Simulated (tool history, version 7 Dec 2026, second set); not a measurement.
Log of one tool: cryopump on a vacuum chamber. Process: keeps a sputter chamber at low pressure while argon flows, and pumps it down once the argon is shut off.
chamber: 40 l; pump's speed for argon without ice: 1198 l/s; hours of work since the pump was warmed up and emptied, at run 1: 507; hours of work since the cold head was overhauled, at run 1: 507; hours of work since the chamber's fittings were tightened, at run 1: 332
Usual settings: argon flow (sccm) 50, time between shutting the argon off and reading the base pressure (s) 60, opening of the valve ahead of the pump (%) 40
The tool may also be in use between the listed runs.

run	day	argon flow (sccm)	time between shutting the argon off and reading the base pressure (s)	opening of the valve ahead of the pump (%)	hours of work since the pump was warmed up and emptied	hours of work since the cold head was overhauled	hours of work since the chamber's fittings were tightened	pressure while argon flows (Pa)	pressure after the wait (uPa)
1	0	50	60	40	507	507	332	0.1926	1.52
2	0.483	50	60	40	516	516	342	0.1933	1.54
3	0.929	50	60	40	525	525	350	0.195	1.53
4	1.417	50	60	40	534	534	359	0.193	1.5
5	2.033	50	60	15	546	546	371	0.4939	1.53
6	2.608	52	60	40	557	557	382	0.2027	1.52
7	3.121	52	60	40	567	567	392	0.2032	1.6
8	3.646	52	60	40	577	577	402	0.2053	1.56
9	4.283	50	30	40	589	589	414	0.1946	2.49
10	4.912	50	30	40	601	601	426	0.198	2.52
11	5.412	50	30	40	611	611	436	0.1956	2.52
12	6.079	50	87	40	623	623	448	0.1979	1.36
13	6.862	50	87	40	638	638	463	0.2004	1.4
14	7.404	50	87	40	649	649	474	0.1984	1.38
15	8.104	50	87	54	662	662	487	0.1548	1.41
16	8.529	21	60	40	670	670	495	0.0838	1.69
17	9.321	24	83	17	685	685	510	0.2128	1.48
18	10.092	24	83	17	700	700	525	0.2091	1.48
19	10.579	36	83	19	709	709	534	0.2852	1.51

Forecast run 20:
20	11.154	23	36	42	720	720	545	?	?

{"run 20": {"pressure while argon flows (Pa)": 0.0891, "pressure after the wait (uPa)": 2.42}}
Without the tool's hidden state the same run would have given pressure while argon flows (Pa) 0.0772, pressure after the wait (uPa) 1.79.
